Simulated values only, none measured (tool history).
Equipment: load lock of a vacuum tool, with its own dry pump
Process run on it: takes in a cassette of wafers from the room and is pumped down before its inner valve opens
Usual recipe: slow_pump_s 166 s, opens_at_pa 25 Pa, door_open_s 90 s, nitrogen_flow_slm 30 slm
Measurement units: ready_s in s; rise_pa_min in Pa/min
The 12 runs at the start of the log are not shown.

run,day,slow_pump_s,opens_at_pa,door_open_s,nitrogen_flow_slm,"incoming humidity of the room's air, %",ready_s,rise_pa_min
13,82.271,166,25,90,30,45.9,255.2,0.182
14,87.608,166,25,90,30,48.7,257.1,0.191
15,94.592,264,25,90,30,46.3,344.7,0.186
16,100.329,264,25,90,30,47.4,346.6,0.189
17,107.921,264,25,90,30,44.8,346.7,0.195
18,114.479,166,25,90,30,42.7,258.9,0.200
19,119.908,166,25,90,30,46.0,257.5,0.206
20,127.450,166,25,90,30,42.3,261.2,0.206
21,135.271,87,45,181,6,44.9,180.4,0.266
22,141.129,286,27,37,13,46.6,366.5,0.214
23,146.633,107,25,169,30,44.1,207.3,0.227
24,150.546,107,25,169,30,47.5,207.0,0.230
25,154.867,107,25,169,30,43.4,205.9,0.233
26,159.679,231,21,41,16,41.4,319.7,0.218
27,164.412,231,21,41,16,48.3,322.2,0.227
28,168.879,231,21,41,16,43.9,321.6,0.221
29,176.250,190,26,160,6,46.5,283.9,0.283
30,182.117,94,23,91,8,44.1,198.4,0.257
31,188.138,301,20,28,14,47.5,386.9,0.230
32,195.533,293,19,89,13,43.9,383.0,0.263
33,203.583,293,19,89,13,43.0,380.0,0.261
34,212.050,144,49,90,30,49.0,234.8,0.265
35,216.338,144,49,90,30,44.2,230.5,0.256
36,223.675,144,49,35,14,44.1,234.5,0.253
37,231.625,195,49,35,14,48.1,280.0,0.263

Predict each of these 4 candidate next runs independently; none follows another, all start after run 37:
A,237.212,166,25,107,34,46.1,?,?
B,237.212,166,25,90,14,45.6,?,?
C,237.212,195,24,102,14,45.3,?,?
D,237.212,307,49,39,30,45.0,?,?

run,ready_s,rise_pa_min
A,262.7,0.269
B,263.6,0.281
C,287.8,0.285
D,381.5,0.269
Stripped of hidden state, with their random variation kept, the same runs would have yielded:
run,ready_s,rise_pa_min
A,249.2,0.030
B,250.1,0.044
C,274.8,0.048
D,371.4,0.024

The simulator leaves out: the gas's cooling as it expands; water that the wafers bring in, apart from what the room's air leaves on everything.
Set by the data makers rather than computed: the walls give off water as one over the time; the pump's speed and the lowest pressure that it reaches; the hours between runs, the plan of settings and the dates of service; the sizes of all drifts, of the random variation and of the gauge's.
